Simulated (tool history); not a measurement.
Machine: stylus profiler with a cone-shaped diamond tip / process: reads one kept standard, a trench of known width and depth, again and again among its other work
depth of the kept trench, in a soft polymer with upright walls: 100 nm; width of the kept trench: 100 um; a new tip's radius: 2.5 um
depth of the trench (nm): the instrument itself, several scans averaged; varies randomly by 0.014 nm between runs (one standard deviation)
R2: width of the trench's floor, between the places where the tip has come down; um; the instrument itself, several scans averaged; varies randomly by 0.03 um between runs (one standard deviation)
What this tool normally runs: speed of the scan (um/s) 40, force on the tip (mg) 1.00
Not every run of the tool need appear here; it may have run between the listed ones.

Run 1, hour 0.0: usual settings. Result: depth of the trench (nm) 100.83, R2 97.99 um.
Run 2, hour 45.1: usual settings. Result: depth of the trench (nm) 100.83, R2 98.00 um.
Run 3, hour 88.4: usual settings but force on the tip (mg) 2.70. Result: depth of the trench (nm) 101.39, R2 98.14 um.
Run 4, hour 142.0: usual settings but force on the tip (mg) 2.70. Result: depth of the trench (nm) 101.43, R2 98.08 um.
Run 5, hour 228.2: usual settings but force on the tip (mg) 2.70. Result: depth of the trench (nm) 101.43, R2 98.06 um.
Run 6, hour 303.5: usual settings. Result: depth of the trench (nm) 100.88, R2 97.93 um.
Run 7, hour 397.4: usual settings. Result: depth of the trench (nm) 100.89, R2 97.86 um.
Run 8, hour 470.6: usual settings but force on the tip (mg) 2.04. Result: depth of the trench (nm) 101.24, R2 97.97 um.
At hour 524.2: height scale calibrated on a step standard.
Run 9, hour 541.6: usual settings. Result: depth of the trench (nm) 100.58, R2 97.87 um.
Run 10, hour 620.1: usual settings but force on the tip (mg) 1.32. Result: depth of the trench (nm) 100.71, R2 97.91 um.
Run 11, hour 688.7: usual settings but force on the tip (mg) 1.32. Result: depth of the trench (nm) 100.75, R2 97.88 um.
Run 12, hour 741.1: usual settings but force on the tip (mg) 1.32. Result: depth of the trench (nm) 100.74, R2 97.88 um.
Run 13, hour 836.2: usual settings but force on the tip (mg) 1.32. Result: depth of the trench (nm) 100.76, R2 97.89 um.
Run 14, hour 896.5: usual settings but force on the tip (mg) 1.32. Result: depth of the trench (nm) 100.74, R2 97.84 um.
Run 15, hour 978.6: usual settings but force on the tip (mg) 1.32. Result: depth of the trench (nm) 100.76, R2 97.83 um.
Run 16, hour 1077.1: usual settings but force on the tip (mg) 1.32. Result: depth of the trench (nm) 100.77, R2 97.78 um.
Run 17, hour 1156.7: usual settings but force on the tip (mg) 2.82. Result: depth of the trench (nm) 101.30, R2 97.82 um.
Run 18, hour 1205.2: usual settings but force on the tip (mg) 2.82. Result: depth of the trench (nm) 101.27, R2 97.83 um.
Run 19, hour 1273.3: usual settings but speed of the scan (um/s) 30, force on the tip (mg) 0.85. Result: depth of the trench (nm) 100.63, R2 97.76 um.

Predict the results of run 20:
Run 20, hour 1360.3: usual settings but speed of the scan (um/s) 30, force on the tip (mg) 0.85. Result: depth of the trench (nm) ?, R2 ?.

depth of the trench (nm): 100.61
R2: 97.78 um
With the hidden condition absent and the run-to-run variation left alone, this run would have shown depth of the trench (nm) 100.55, R2 98.42 um.
